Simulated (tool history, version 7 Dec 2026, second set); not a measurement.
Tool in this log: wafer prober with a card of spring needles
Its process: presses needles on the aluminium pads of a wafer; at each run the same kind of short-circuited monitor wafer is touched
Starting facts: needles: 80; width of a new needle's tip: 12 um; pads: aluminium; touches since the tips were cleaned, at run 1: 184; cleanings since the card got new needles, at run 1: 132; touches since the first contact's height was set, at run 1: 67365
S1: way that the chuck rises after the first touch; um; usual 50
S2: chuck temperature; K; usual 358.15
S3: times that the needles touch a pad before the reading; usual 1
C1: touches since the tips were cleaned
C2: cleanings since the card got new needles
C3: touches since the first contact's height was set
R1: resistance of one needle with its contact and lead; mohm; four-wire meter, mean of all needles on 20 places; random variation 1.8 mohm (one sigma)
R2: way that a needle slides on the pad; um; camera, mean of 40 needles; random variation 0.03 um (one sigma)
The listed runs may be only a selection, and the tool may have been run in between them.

run   hour  S1      S2  S3    C1   C2      C3   R1    R2
  1    0.0  50  358.15   1   184  132   67365  183  6.18
       6.5  -- tips cleaned on abrasive film
      14.6  -- tips cleaned on abrasive film
      22.7  -- tips cleaned on abrasive film
      29.2  -- tips cleaned on abrasive film
      37.3  -- tips cleaned on abrasive film
  2   41.4  50  358.15   1  1611  137   83417  179  6.15
      44.7  -- tips cleaned on abrasive film
      52.8  -- tips cleaned on abrasive film
      59.3  -- tips cleaned on abrasive film
      67.4  -- tips cleaned on abrasive film
      75.5  -- tips cleaned on abrasive film
      82.0  -- tips cleaned on abrasive film
  3   85.8  50  358.15   1  1465  143  100578  183  6.19
      89.1  -- tips cleaned on abrasive film
      97.2  -- tips cleaned on abrasive film
     103.7  -- tips cleaned on abrasive film
     105.6  -- height of the first contact set anew
     112.1  -- tips cleaned on abrasive film
     118.6  -- tips cleaned on abrasive film
     125.7  -- tips cleaned on abrasive film
  4  125.7  50  358.15   1     0  149    7763  180  6.13
     132.2  -- tips cleaned on abrasive film
     140.3  -- tips cleaned on abrasive film
     148.4  -- tips cleaned on abrasive film
     156.5  -- tips cleaned on abrasive film
  5  160.2  50  358.15   2  1446  153   21139  178  6.22
     163.5  -- tips cleaned on abrasive film
     170.0  -- tips cleaned on abrasive film
     178.1  -- tips cleaned on abrasive film
     186.2  -- tips cleaned on abrasive film
     192.7  -- tips cleaned on abrasive film
     200.8  -- tips cleaned on abrasive film
  6  203.0  50  358.15   1   880  159   37715  182  6.16
     207.9  -- tips cleaned on abrasive film
     214.4  -- tips cleaned on abrasive film
     220.9  -- tips cleaned on abrasive film
     229.0  -- tips cleaned on abrasive film
     235.5  -- tips cleaned on abrasive film
  7  240.3  50  358.15   1  1858  164   52130  180  6.20
     243.6  -- tips cleaned on abrasive film
     251.7  -- tips cleaned on abrasive film
     258.2  -- tips cleaned on abrasive film
     266.3  -- tips cleaned on abrasive film
     272.8  -- tips cleaned on abrasive film
     280.9  -- tips cleaned on abrasive film
  8  281.3  50  358.15   1   153  170   67979  181  6.18
     287.8  -- tips cleaned on abrasive film
     294.3  -- tips cleaned on abrasive film
     302.4  -- tips cleaned on abrasive film
  9  304.2  50  358.15   2   717  173   76858  181  6.20
     309.1  -- tips cleaned on abrasive film
     315.6  -- tips cleaned on abrasive film
     322.1  -- tips cleaned on abrasive film
     329.8  -- tips cleaned on abrasive film
 10  329.8  50  358.15   2     0  177   86761  177  6.16

Run 11 is up next; what results do you expect?
     336.3  -- tips cleaned on abrasive film
     344.4  -- tips cleaned on abrasive film
     352.5  -- tips cleaned on abrasive film
     360.6  -- tips cleaned on abrasive film
     368.8  -- tips cleaned on abrasive film
 11  374.9  45  304.15   2  2416  182  104246   ?   ?

R1: 173 mohm
R2: 5.56 um
On a tool with no hidden condition, and with the same random variation, this run would have come out at R1 173 mohm, R2 5.52 um.
